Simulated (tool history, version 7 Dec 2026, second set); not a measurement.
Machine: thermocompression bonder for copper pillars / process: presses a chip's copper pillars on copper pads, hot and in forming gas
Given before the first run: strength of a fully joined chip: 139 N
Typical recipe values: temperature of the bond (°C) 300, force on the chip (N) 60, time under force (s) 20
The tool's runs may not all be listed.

| run | hour | temperature of the bond (°C) | force on the chip (N) | time under force (s) | force that shears a chip off (N) |
|---|---|---|---|---|---|
| 1 | 0.0 | 300 | 60 | 20 | 76.0 |
| 2 | 15.3 | 300 | 60 | 20 | 75.0 |
| 3 | 24.4 | 300 | 60 | 20 | 74.3 |
| 4 | 31.6 | 300 | 60 | 20 | 73.9 |
| 5 | 42.7 | 300 | 60 | 20 | 76.1 |
| 6 | 57.3 | 300 | 60 | 20 | 75.9 |
| 7 | 66.6 | 300 | 60 | 20 | 75.5 |
| 8 | 83.2 | 300 | 60 | 20 | 74.2 |
| 9 | 100.3 | 283 | 60 | 20 | 63.5 |
| 10 | 114.1 | 283 | 60 | 18 | 61.6 |
| 11 | 131.1 | 283 | 60 | 18 | 61.7 |
| 12 | 144.5 | 283 | 39 | 18 | 48.4 |
| 13 | 155.9 | 283 | 39 | 18 | 48.8 |
| 14 | 163.4 | 320 | 57 | 46 | 101.6 |
| 15 | 179.0 | 308 | 57 | 46 | 96.1 |

Run 16 is up next; what results do you expect?
|  | 182.3 | forming gas filter changed |
| 16 | 187.1 | 307 | 78 | 17 | ? |

force that shears a chip off (N): 87.4
If the tool had no hidden condition, the same run with the same run-to-run variation would have returned force that shears a chip off (N) 92.9.
